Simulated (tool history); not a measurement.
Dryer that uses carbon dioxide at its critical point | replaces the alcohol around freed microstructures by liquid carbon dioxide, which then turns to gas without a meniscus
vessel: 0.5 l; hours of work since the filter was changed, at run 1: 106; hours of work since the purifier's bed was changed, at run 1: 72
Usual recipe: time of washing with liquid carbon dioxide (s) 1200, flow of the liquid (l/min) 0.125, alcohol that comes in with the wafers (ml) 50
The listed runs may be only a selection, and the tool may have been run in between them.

| run | day | time of washing with liquid carbon dioxide (s) | flow of the liquid (l/min) | alcohol that comes in with the wafers (ml) | hours of work since the filter was changed | hours of work since the purifier's bed was changed | alcohol left in the vessel before it's heated (ppm by volume) |
|---|---|---|---|---|---|---|---|
| 1 | 0.000 | 1200 | 0.125 | 50 | 106 | 72 | 1771 |
| 2 | 0.325 | 1200 | 0.125 | 50 | 112 | 78 | 1732 |
| 3 | 0.671 | 1200 | 0.075 | 50 | 118 | 83 | 9004 |
| 4 | 0.850 | 1200 | 0.075 | 50 | 121 | 86 | 9241 |
| 5 | 1.162 | 1200 | 0.125 | 25 | 126 | 92 | 912 |
| 6 | 1.529 | 1200 | 0.125 | 50 | 132 | 98 | 1763 |
| 7 | 1.804 | 1200 | 0.125 | 50 | 137 | 102 | 1845 |
| 8 | 2.117 | 1200 | 0.125 | 50 | 142 | 108 | 1857 |
| 9 | 2.350 | 960 | 0.125 | 50 | 146 | 112 | 4175 |
| 10 | 2.567 | 1200 | 0.125 | 62 | 150 | 115 | 2367 |
| 11 | 2.804 | 1200 | 0.125 | 62 | 154 | 119 | 2363 |
| 12 | 2.975 | 1200 | 0.125 | 62 | 156 | 122 | 2425 |
| 13 | 3.346 | 1200 | 0.125 | 35 | 163 | 128 | 1354 |
| 14 | 3.642 | 1200 | 0.125 | 35 | 168 | 133 | 1384 |
| 15 | 3.833 | 1200 | 0.125 | 35 | 171 | 137 | 1399 |
| 16 | 4.183 | 1200 | 0.125 | 35 | 177 | 142 | 1440 |
| 17 | 4.400 | 1200 | 0.125 | 50 | 180 | 146 | 2028 |
| 18 | 4.554 | 1200 | 0.125 | 116 | 183 | 149 | 4726 |
| 19 | 4.758 | 1200 | 0.125 | 116 | 186 | 152 | 4767 |
| 20 | 5.092 | 1200 | 0.125 | 24 | 192 | 158 | 1001 |
| 21 | 5.454 | 1200 | 0.125 | 24 | 198 | 164 | 1019 |
| 22 | 5.742 | 1200 | 0.125 | 24 | 203 | 169 | 1018 |
| 23 | 5.946 | 1200 | 0.077 | 114 | 206 | 172 | 21664 |
| 24 | 6.192 | 1200 | 0.077 | 114 | 211 | 176 | 22178 |
| 25 | 6.433 | 1320 | 0.077 | 100 | 215 | 180 | 15328 |
| 26 | 6.783 | 1320 | 0.077 | 100 | 220 | 186 | 15262 |
| 27 | 7.167 | 720 | 0.101 | 50 | 227 | 193 | 16132 |
| 28 | 7.533 | 1080 | 0.086 | 27 | 233 | 199 | 5203 |
| 29 | 7.788 | 1680 | 0.164 | 30 | 237 | 203 | 67 |
| 30 | 8.112 | 1200 | 0.174 | 53 | 243 | 208 | 552 |
| 31 | 8.488 | 1200 | 0.174 | 53 | 249 | 215 | 570 |
| 32 | 8.758 | 1380 | 0.123 | 43 | 254 | 219 | 1264 |
| 33 | 9.025 | 1200 | 0.094 | 23 | 258 | 224 | 2810 |
| 34 | 9.288 | 1620 | 0.140 | 26 | 263 | 228 | 198 |
| 35 | 9.633 | 1620 | 0.140 | 41 | 268 | 234 | 295 |
| 36 | 9.892 | 1620 | 0.184 | 60 | 273 | 238 | 79 |
| 37 | 10.154 | 1620 | 0.184 | 21 | 277 | 243 | 43 |
| 38 | 10.504 | 1620 | 0.184 | 21 | 283 | 249 | 41 |
| 39 | 10.888 | 840 | 0.184 | 40 | 289 | 255 | 1794 |
| 40 | 11.212 | 840 | 0.184 | 40 | 295 | 261 | 1835 |
| 41 | 11.538 | 1560 | 0.092 | 31 | 300 | 266 | 1962 |
| 42 | 11.838 | 1260 | 0.176 | 39 | 305 | 271 | 371 |
| 43 | 12.000 | 720 | 0.176 | 36 | 308 | 274 | 3198 |

3 ways to go on from here, each from the tool as it stands after run 43. What would each give?
| A | 12.267 | 840 | 0.158 | 36 | 313 | 278 | ? |
| B | 12.267 | 1620 | 0.154 | 25 | 313 | 278 | ? |
| C | 12.267 | 720 | 0.209 | 36 | 313 | 278 | ? |

| run | alcohol left in the vessel before it's heated (ppm by volume) |
|---|---|
| A | 2820 |
| B | 138 |
| C | 1892 |
Stripped of hidden state, with their random variation kept, the same runs would have yielded:
| run | alcohol left in the vessel before it's heated (ppm by volume) |
|---|---|
| A | 1507 |
| B | 42 |
| C | 924 |
